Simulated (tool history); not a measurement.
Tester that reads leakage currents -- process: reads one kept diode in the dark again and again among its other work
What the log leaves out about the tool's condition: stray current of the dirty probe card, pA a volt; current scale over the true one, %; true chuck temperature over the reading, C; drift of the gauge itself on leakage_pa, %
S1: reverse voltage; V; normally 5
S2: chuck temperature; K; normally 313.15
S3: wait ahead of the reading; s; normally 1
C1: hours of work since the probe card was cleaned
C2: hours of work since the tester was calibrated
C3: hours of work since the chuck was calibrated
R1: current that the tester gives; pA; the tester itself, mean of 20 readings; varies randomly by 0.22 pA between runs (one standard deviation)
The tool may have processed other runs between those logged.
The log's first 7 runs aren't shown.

run	hour	S1	S2	S3	C1	C2	C3	R1
8	610.1	5	313.15	1	1433	1206	895	72.73
9	695.1	5	313.15	1	1471	1244	933	72.94
10	774.5	5	313.15	1	1507	1280	969	72.89
11	898.5	5	313.15	1	1563	1336	1025	72.84
12	980.4	5	313.15	0.33	1600	1373	1062	76.64
13	1085.1	3.69	313.15	1	1647	1421	1110	65.77
14	1167.7	3.69	313.15	1	1685	1458	1147	65.2
15	1259.3	3.69	313.15	1	1726	1499	1188	65.77
16	1332.6	3.69	305.15	1	1759	1532	1222	34.94
17	1421	7.16	303.15	1.59	1799	1572	1261	37.56
18	1551	7.16	303.15	1.59	1858	1631	1320	37.49
# hour 1576: probe card cleaned and baked
19	1608.9	16.57	303.15	2.01	15	1656	1345	50.29
20	1739	18.58	323.15	3.15	74	1715	1404	241.16
21	1860.3	18.58	323.15	3.15	128	1770	1459	239.86
22	1988.4	18.58	319.15	3.15	186	1827	1516	178.95
23	2101.2	5.98	307.15	0.37	237	1878	1567	52.64
24	2157.3	6.67	330.15	3.53	263	1904	1593	278.87
25	2214.5	5	313.15	5.48	288	1930	1619	71.34
26	2272.7	8.69	330.15	1.77	315	1956	1645	309.12
27	2344.5	8.69	330.15	1.77	347	1988	1677	307.86
28	2447.8	8.69	330.15	1.77	394	2035	1724	307.85
29	2555.3	2.78	303.15	2.07	442	2084	1773	26.24
# hour 2662.7: tester calibrated
30	2662.7	9.75	317.15	4	490	0	1820	123.33
31	2750.9	8.76	317.15	2.12	530	40	1860	118.79

What if the next run were any one of these 5? Each begins from the tool's condition after run 31:
A	2868.8	8.76	294.15	2.12	583	93	1913	?
B	2868.8	8.76	295.15	0.94	583	93	1913	?
C	2868.8	1.97	313.15	1	583	93	1913	?
D	2868.8	2.73	328.15	2.12	583	93	1913	?
E	2868.8	10.85	294.15	2.12	583	93	1913	?

run	R1
A	19.13
B	22.63
C	52.45
D	178.81
E	20.99
Take away the tool's hidden state, keep each run's random variation, and the runs would have read:
run	R1
A	19.1
B	22.61
C	52.42
D	178.72
E	20.97
